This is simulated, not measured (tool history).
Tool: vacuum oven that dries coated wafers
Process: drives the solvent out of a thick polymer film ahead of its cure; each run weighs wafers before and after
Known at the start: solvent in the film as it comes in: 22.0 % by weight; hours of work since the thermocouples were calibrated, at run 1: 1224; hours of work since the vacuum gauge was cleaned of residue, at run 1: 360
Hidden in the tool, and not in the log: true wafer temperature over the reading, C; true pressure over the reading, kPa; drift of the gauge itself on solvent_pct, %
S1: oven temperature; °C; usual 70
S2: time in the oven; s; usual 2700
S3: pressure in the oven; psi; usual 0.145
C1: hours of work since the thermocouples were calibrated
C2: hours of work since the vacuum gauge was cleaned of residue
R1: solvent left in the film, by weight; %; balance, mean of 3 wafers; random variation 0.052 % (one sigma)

run	hour	S1	S2	S3	C1	C2	R1
1	0	70	2700	0.145	1224	360	2.01
2	96.8	70	2700	0.106	1278	415	1.88
3	185.7	70	2700	0.145	1329	465	2.03
4	272.8	70	2700	0.154	1378	514	2.13
# hour 281.8: oven's thermocouples calibrated
5	344.9	70	2700	0.154	36	554	1.68
6	410.8	70	2700	0.154	73	591	1.66
7	501.6	70	4140	0.145	124	643	0.72
8	553.8	70	4140	0.145	154	672	0.73
9	610.9	70	1560	0.145	186	704	4.11
10	670.1	70	2700	0.145	220	738	1.64
11	734.9	70	2700	0.145	256	775	1.7
12	783.8	70	2700	0.145	284	802	1.68
13	840.6	70	2700	0.142	316	834	1.78
14	936.2	70	2700	0.142	370	888	1.74
15	1027.8	70	2700	0.145	422	940	1.75
16	1111.7	70	2700	0.145	469	988	1.83
17	1186.8	70	2700	0.145	512	1030	1.79
18	1243.4	70	2700	0.145	544	1062	1.83
19	1333.9	70	2700	0.145	595	1113	1.85
20	1396.1	62	2700	0.145	630	1149	3.87
21	1472.6	62	2700	0.145	674	1192	3.85
22	1519.4	70	2700	0.145	700	1218	1.95
23	1569.4	70	2700	0.145	728	1247	1.88
24	1612.6	56	2820	0.232	753	1271	6.07
25	1709.9	56	2820	0.1	808	1326	5.6
26	1794.3	57	1740	0.228	855	1374	8.63
27	1842.9	57	1740	0.228	883	1401	8.57
28	1909.5	57	1740	0.228	921	1439	8.8
29	1961.7	57	1740	0.228	950	1468	8.82
30	2020.2	57	1740	0.228	983	1502	8.78
31	2084.8	80	2400	0.402	1020	1538	1.46
32	2159.1	56	1560	0.39	1062	1580	10.51
33	2220.7	71	2400	0.239	1097	1615	2.57
34	2267.7	70	2160	0.338	1123	1642	3.56
35	2360.3	60	4140	0.151	1176	1694	2.84
36	2431.1	67	4200	0.22	1216	1734	1.71
37	2527.3	59	4200	0.336	1270	1788	4.12
38	2582.6	61	2340	0.336	1301	1820	6.24
39	2660.8	71	1500	0.09	1346	1864	4.89
# hour 2732.7: oven's thermocouples calibrated
40	2738.1	71	1500	0.09	3	1906	3.96
41	2779	75	1440	0.139	26	1930	3.26
42	2852.7	75	1440	0.139	68	1971	3.19
43	2899.8	75	1440	0.139	94	1998	3.22
44	2954.2	62	3660	0.145	125	2029	2.39
45	3035.5	76	4500	0.145	171	2075	0.56
46	3085.3	81	1920	0.178	199	2103	1.12

Forecast each of these 4 alternatives for the next run:
A	3180.2	60	4560	0.138	253	2157	?
B	3180.2	67	1620	0.403	253	2157	?
C	3180.2	79	3480	0.178	253	2157	?
D	3180.2	77	1380	0.255	253	2157	?

run	R1
A	2.09
B	5.84
C	0.62
D	3.25
Without the tool's hidden state the same runs would have given:
run	R1
A	1.65
B	5.42
C	0.45
D	2.95
